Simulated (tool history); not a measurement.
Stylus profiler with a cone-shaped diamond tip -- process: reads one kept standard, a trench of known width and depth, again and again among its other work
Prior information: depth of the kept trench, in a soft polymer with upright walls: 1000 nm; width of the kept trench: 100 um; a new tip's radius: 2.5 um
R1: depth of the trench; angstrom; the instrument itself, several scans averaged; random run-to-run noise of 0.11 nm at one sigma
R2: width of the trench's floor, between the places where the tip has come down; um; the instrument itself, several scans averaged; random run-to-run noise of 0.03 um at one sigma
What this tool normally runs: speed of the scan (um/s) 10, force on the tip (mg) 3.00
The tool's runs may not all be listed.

run 1 hour=0.0 | speed_of_the_scan_(um/s)=10 force_on_the_tip_(mg)=3.00 | R1=10123.6 R2=95.52
run 2 hour=22.8 | speed_of_the_scan_(um/s)=10 force_on_the_tip_(mg)=3.00 | R1=10122.7 R2=95.52
run 3 hour=50.2 | speed_of_the_scan_(um/s)=10 force_on_the_tip_(mg)=3.00 | R1=10125.4 R2=95.44
run 4 hour=74.7 | speed_of_the_scan_(um/s)=10 force_on_the_tip_(mg)=3.00 | R1=10125.0 R2=95.52
run 5 hour=91.4 | speed_of_the_scan_(um/s)=10 force_on_the_tip_(mg)=3.00 | R1=10126.9 R2=95.46
run 6 hour=112.5 | speed_of_the_scan_(um/s)=10 force_on_the_tip_(mg)=3.00 | R1=10125.3 R2=95.41
run 7 hour=132.0 | speed_of_the_scan_(um/s)=10 force_on_the_tip_(mg)=3.00 | R1=10125.7 R2=95.39
run 8 hour=145.1 | speed_of_the_scan_(um/s)=10 force_on_the_tip_(mg)=2.50 | R1=10112.3 R2=95.47
run 9 hour=167.2 | speed_of_the_scan_(um/s)=10 force_on_the_tip_(mg)=8.77 | R1=10244.7 R2=95.41
run 10 hour=184.6 | speed_of_the_scan_(um/s)=10 force_on_the_tip_(mg)=8.77 | R1=10244.1 R2=95.47
run 11 hour=208.2 | speed_of_the_scan_(um/s)=10 force_on_the_tip_(mg)=8.77 | R1=10245.6 R2=95.44
run 12 hour=228.3 | speed_of_the_scan_(um/s)=10 force_on_the_tip_(mg)=8.77 | R1=10246.1 R2=95.43
run 13 hour=250.3 | speed_of_the_scan_(um/s)=7 force_on_the_tip_(mg)=1.32 | R1=10078.3 R2=95.42
run 14 hour=269.8 | speed_of_the_scan_(um/s)=7 force_on_the_tip_(mg)=2.99 | R1=10124.6 R2=95.35
run 15 hour=291.6 | speed_of_the_scan_(um/s)=7 force_on_the_tip_(mg)=2.99 | R1=10126.1 R2=95.38
run 16 hour=311.6 | speed_of_the_scan_(um/s)=7 force_on_the_tip_(mg)=1.01 | R1=10067.2 R2=95.31
run 17 hour=326.5 | speed_of_the_scan_(um/s)=7 force_on_the_tip_(mg)=1.01 | R1=10068.1 R2=95.32
run 18 hour=347.3 | speed_of_the_scan_(um/s)=10 force_on_the_tip_(mg)=1.64 | R1=10089.6 R2=95.34
run 19 hour=359.1 | speed_of_the_scan_(um/s)=6 force_on_the_tip_(mg)=2.98 | R1=10124.2 R2=95.36
run 20 hour=376.3 | speed_of_the_scan_(um/s)=6 force_on_the_tip_(mg)=2.98 | R1=10126.7 R2=95.38
run 21 hour=398.5 | speed_of_the_scan_(um/s)=2 force_on_the_tip_(mg)=1.14 | R1=10071.7 R2=95.37

Run 22 comes next. What will it give?
run 22 hour=418.7 | speed_of_the_scan_(um/s)=15 force_on_the_tip_(mg)=1.14 | R1=? R2=?

{"run 22": {"R1": 10072.5, "R2": 95.27}}
Were there no unlogged condition in the tool, this run, its random variation unchanged, would have produced R1 10059.0 angstrom, R2 95.93 um.

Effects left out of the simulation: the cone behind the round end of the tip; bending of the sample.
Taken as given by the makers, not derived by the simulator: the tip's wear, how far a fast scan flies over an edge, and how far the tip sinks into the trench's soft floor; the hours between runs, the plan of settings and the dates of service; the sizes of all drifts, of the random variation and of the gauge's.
